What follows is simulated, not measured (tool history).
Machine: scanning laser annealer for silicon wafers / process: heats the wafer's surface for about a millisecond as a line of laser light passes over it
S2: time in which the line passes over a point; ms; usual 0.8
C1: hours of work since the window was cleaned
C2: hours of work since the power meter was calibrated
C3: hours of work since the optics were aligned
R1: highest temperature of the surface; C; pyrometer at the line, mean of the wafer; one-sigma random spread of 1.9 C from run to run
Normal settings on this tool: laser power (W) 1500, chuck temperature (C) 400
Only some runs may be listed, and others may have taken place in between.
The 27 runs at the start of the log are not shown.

Run 28, day 30.746: usual settings but laser power (W) 1317, S2 0.865 ms; C1 344; C2 602; C3 373. Result: R1 1092 C.
Run 29, day 31.654: usual settings but laser power (W) 1317, S2 0.865 ms; C1 353; C2 611; C3 381. Result: R1 1093 C.
Run 30, day 32.458: usual settings but laser power (W) 1393, S2 0.963 ms, chuck temperature (C) 376; C1 361; C2 619; C3 389. Result: R1 1154 C.
Run 31, day 34.154: usual settings but laser power (W) 1487, S2 0.719 ms, chuck temperature (C) 374; C1 377; C2 635; C3 406. Result: R1 1071 C.
Run 32, day 35.017: usual settings but laser power (W) 1487, S2 0.719 ms, chuck temperature (C) 374; C1 386; C2 644; C3 414. Result: R1 1073 C.
Run 33, day 35.996: usual settings but chuck temperature (C) 399; C1 395; C2 653; C3 424. Result: R1 1154 C.
Run 34, day 37.412: usual settings but laser power (W) 1409, S2 0.728 ms, chuck temperature (C) 372; C1 409; C2 667; C3 437. Result: R1 1038 C.
Run 35, day 38.575: usual settings but laser power (W) 1368, S2 0.59 ms, chuck temperature (C) 424; C1 420; C2 678; C3 449. Result: R1 997 C.
Run 36, day 39.533: usual settings but laser power (W) 1368, S2 0.59 ms, chuck temperature (C) 424; C1 429; C2 687; C3 458. Result: R1 997 C.
Run 37, day 40.862: usual settings but laser power (W) 1397, S2 0.807 ms, chuck temperature (C) 395; C1 442; C2 700; C3 471. Result: R1 1097 C.

What will run 38 give?
Run 38, day 41.671: usual settings but laser power (W) 1396, S2 0.73 ms, chuck temperature (C) 412; C1 450; C2 708; C3 479. Result: R1 ?.

{"run 38": {"R1": 1071}}
If the tool had no hidden condition, the same run with the same run-to-run variation would have returned R1 1083 C.
